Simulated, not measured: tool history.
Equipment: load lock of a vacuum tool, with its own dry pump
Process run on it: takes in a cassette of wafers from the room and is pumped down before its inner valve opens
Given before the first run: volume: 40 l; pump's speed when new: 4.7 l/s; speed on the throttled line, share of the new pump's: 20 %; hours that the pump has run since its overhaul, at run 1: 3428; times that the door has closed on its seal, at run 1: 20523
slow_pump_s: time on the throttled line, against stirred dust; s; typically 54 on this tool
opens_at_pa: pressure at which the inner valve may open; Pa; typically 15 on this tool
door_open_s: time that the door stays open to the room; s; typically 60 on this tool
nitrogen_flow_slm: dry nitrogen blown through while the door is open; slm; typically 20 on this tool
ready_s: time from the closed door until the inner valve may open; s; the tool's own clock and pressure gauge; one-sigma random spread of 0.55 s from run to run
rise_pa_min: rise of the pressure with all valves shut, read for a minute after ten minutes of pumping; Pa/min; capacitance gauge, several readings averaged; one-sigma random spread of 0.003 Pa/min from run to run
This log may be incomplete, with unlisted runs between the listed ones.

| run | hour | slow_pump_s | opens_at_pa | door_open_s | nitrogen_flow_slm | hours that the pump has run since its overhaul | times that the door has closed on its seal | incoming humidity of the room's air, % | ready_s | rise_pa_min |
|---|---|---|---|---|---|---|---|---|---|---|
| 1 | 0.0 | 54 | 15 | 60 | 20 | 3428 | 20523 | 45.5 | 122.2 | 0.144 |
| 2 | 92.7 | 103 | 15 | 60 | 20 | 3521 | 20857 | 45.5 | 159.7 | 0.149 |
| 3 | 201.5 | 31 | 15 | 60 | 20 | 3630 | 21248 | 44.6 | 104.4 | 0.151 |
| 4 | 346.0 | 54 | 15 | 60 | 18 | 3774 | 21767 | 42.6 | 121.9 | 0.152 |
| 5 | 510.8 | 54 | 15 | 60 | 18 | 3939 | 22360 | 44.6 | 122.2 | 0.164 |
| 6 | 632.9 | 54 | 15 | 60 | 18 | 4061 | 22799 | 42.4 | 122.7 | 0.160 |
| 7 | 746.9 | 54 | 15 | 60 | 20 | 4175 | 23209 | 45.3 | 122.0 | 0.166 |
| 8 | 854.4 | 54 | 15 | 60 | 20 | 4283 | 23596 | 42.1 | 121.5 | 0.168 |
| 9 | 931.5 | 31 | 15 | 60 | 43 | 4360 | 23873 | 45.8 | 103.7 | 0.167 |
| 10 | 1088.0 | 91 | 11 | 65 | 16 | 4517 | 24436 | 42.7 | 154.2 | 0.180 |
| 11 | 1268.6 | 75 | 15 | 43 | 20 | 4697 | 25086 | 43.7 | 139.4 | 0.179 |
| 12 | 1440.8 | 55 | 15 | 43 | 11 | 4869 | 25705 | 43.1 | 123.7 | 0.188 |
| 13 | 1519.9 | 55 | 15 | 87 | 16 | 4948 | 25989 | 44.8 | 123.1 | 0.201 |
| 14 | 1660.0 | 54 | 10 | 46 | 20 | 5088 | 26493 | 42.8 | 126.8 | 0.196 |

Predict each of these 3 candidate next runs independently; none follows another, all start after run 14:
| A | 1764.3 | 54 | 15 | 70 | 22 | 5193 | 26868 | 40.2 | ? | ? |
| B | 1764.3 | 54 | 22 | 187 | 24 | 5193 | 26868 | 44.0 | ? | ? |
| C | 1764.3 | 54 | 10 | 66 | 34 | 5193 | 26868 | 42.3 | ? | ? |

| run | ready_s | rise_pa_min |
|---|---|---|
| A | 123.1 | 0.201 |
| B | 119.0 | 0.218 |
| C | 127.1 | 0.200 |
Without the tool's unlogged condition, the same runs would have read:
| run | ready_s | rise_pa_min |
|---|---|---|
| A | 118.1 | 0.026 |
| B | 114.5 | 0.044 |
| C | 122.1 | 0.024 |
